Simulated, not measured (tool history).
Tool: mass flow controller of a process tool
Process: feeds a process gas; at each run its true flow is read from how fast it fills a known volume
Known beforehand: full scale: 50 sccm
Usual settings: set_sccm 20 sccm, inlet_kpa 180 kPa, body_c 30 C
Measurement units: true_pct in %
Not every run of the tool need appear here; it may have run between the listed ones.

run    hour  set_sccm  inlet_kpa  body_c  true_pct
  1       0        20        180      30     99.22
  2    42.3        20        180      30     99.13
  3    99.7        20        180      30     99.24
  4   140.6        20        180      30      99.1
  5   222.7        20        180      30     99.15
  6     272        20        180      30     99.15
  7   346.9        20        180      30     99.19
  8   397.1        20        180      21      99.9
  9   449.6        20        180      30     99.16
 10   501.9        20        180      30     99.13
 11   561.1        20        180      30     99.21
 12   629.6        20        180      30     99.17
 13     706        20        185      30     99.04
 14   768.2        20        185      30     99.14
 15   810.1        20        174      30     99.11
 16   862.8        20        174      30      99.2
      869.8  -- controller's zero set anew
 17   929.4         7        154      35     99.67
 18   995.4        41        154      37     98.96
 19  1058.6        17        189      38     98.72
 20  1114.2        17        140      26     99.97
 21  1181.8        17        140      26       100
     1237.6  -- controller's zero set anew, once more
 22  1237.6        26        140      26     99.62
 23  1277.6        15        163      26     99.36
 24  1331.1        16        221      30     98.87
 25  1402.6        23        241      38     98.13
 26  1475.4        23        241      38     98.08
 27  1517.9         6        180      24     99.68
 28  1560.4         6        180      24     99.72
 29  1618.9        35        185      23     99.67

Each row is a separate what-if for the run after 29, all from the same tool condition, not one after another. Results?
  A  1659.2         6        180      32         ?
  B  1659.2        20        163      23         ?
  C  1659.2        43        275      23         ?
  D  1659.2        35        228      23         ?
  E  1659.2         9        240      30         ?

run  true_pct
  A     99.05
  B     99.64
  C     99.38
  D     99.56
  E     98.81
With no hidden state in the tool, these same runs would have given:
run  true_pct
  A      98.9
  B     99.88
  C     99.72
  D     99.88
  E     98.85
